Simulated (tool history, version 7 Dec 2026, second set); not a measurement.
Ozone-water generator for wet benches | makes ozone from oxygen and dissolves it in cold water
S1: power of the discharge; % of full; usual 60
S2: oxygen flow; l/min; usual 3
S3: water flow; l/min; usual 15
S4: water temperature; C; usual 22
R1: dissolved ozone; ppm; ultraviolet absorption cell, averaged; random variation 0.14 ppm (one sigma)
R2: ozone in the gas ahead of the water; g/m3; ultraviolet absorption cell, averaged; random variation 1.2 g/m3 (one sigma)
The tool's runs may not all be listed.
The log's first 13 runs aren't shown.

run 14 hour=1293.5 | S1=60 S2=3 S3=15 S4=22 | R1=13.9 R2=194.2
-- hour=1350.7 water thermometer calibrated
run 15 hour=1409.7 | S1=60 S2=3 S3=15 S4=22 | R1=13.8 R2=192.6
run 16 hour=1469.9 | S1=60 S2=3 S3=15 S4=22 | R1=13.8 R2=194.1
run 17 hour=1614.1 | S1=60 S2=3 S3=16 S4=22 | R1=13 R2=191.7
run 18 hour=1760.5 | S1=60 S2=3 S3=16 S4=22 | R1=12.8 R2=193.1
run 19 hour=1828.7 | S1=60 S2=3 S3=16 S4=22 | R1=12.6 R2=192
run 20 hour=1913.5 | S1=80 S2=3 S3=24 S4=22 | R1=10.1 R2=232.9
run 21 hour=2022.4 | S1=80 S2=3 S3=24 S4=22 | R1=9.8 R2=231.6
run 22 hour=2088.7 | S1=60 S2=3 S3=15 S4=22 | R1=13.6 R2=191.5
-- hour=2110 water thermometer calibrated, once more
run 23 hour=2187.8 | S1=49 S2=3 S3=12 S4=22 | R1=14.6 R2=167.1
run 24 hour=2312.2 | S1=60 S2=1.67 S3=15 S4=27 | R1=11.3 R2=245.2
run 25 hour=2441.4 | S1=43 S2=3 S3=15 S4=26 | R1=10 R2=150.5
run 26 hour=2543.3 | S1=60 S2=2.89 S3=24 S4=14 | R1=8.5 R2=192.6
run 27 hour=2654.9 | S1=77 S2=3.99 S3=15 S4=21 | R1=16.3 R2=194.1
run 28 hour=2804.5 | S1=77 S2=3.99 S3=15 S4=21 | R1=16 R2=193.4
run 29 hour=2908.2 | S1=71 S2=1.94 S3=18 S4=16 | R1=11.4 R2=255.1
run 30 hour=2968.8 | S1=74 S2=4.1 S3=19 S4=15 | R1=13.7 R2=186
run 31 hour=3072.4 | S1=60 S2=3 S3=15 S4=18 | R1=13.5 R2=184.4
run 32 hour=3214.2 | S1=60 S2=3 S3=15 S4=18 | R1=13.5 R2=185.2
run 33 hour=3288.7 | S1=60 S2=3 S3=10 S4=19 | R1=19.6 R2=182.5

Forecast each of these 3 alternatives for the next run:
run A hour=3431.8 | S1=40 S2=3 S3=18 S4=19 | R1=? R2=?
run B hour=3431.8 | S1=78 S2=3 S3=15 S4=19 | R1=? R2=?
run C hour=3431.8 | S1=49 S2=3.46 S3=14 S4=22 | R1=? R2=?

run=A R1=8.4 R2=141.3
run=B R1=15.9 R2=218.1
run=C R1=12.2 R2=149
Without the tool's hidden state the same runs would have given:
run=A R1=9.9 R2=155.9
run=B R1=20.1 R2=260.1
run=C R1=14.5 R2=168.3

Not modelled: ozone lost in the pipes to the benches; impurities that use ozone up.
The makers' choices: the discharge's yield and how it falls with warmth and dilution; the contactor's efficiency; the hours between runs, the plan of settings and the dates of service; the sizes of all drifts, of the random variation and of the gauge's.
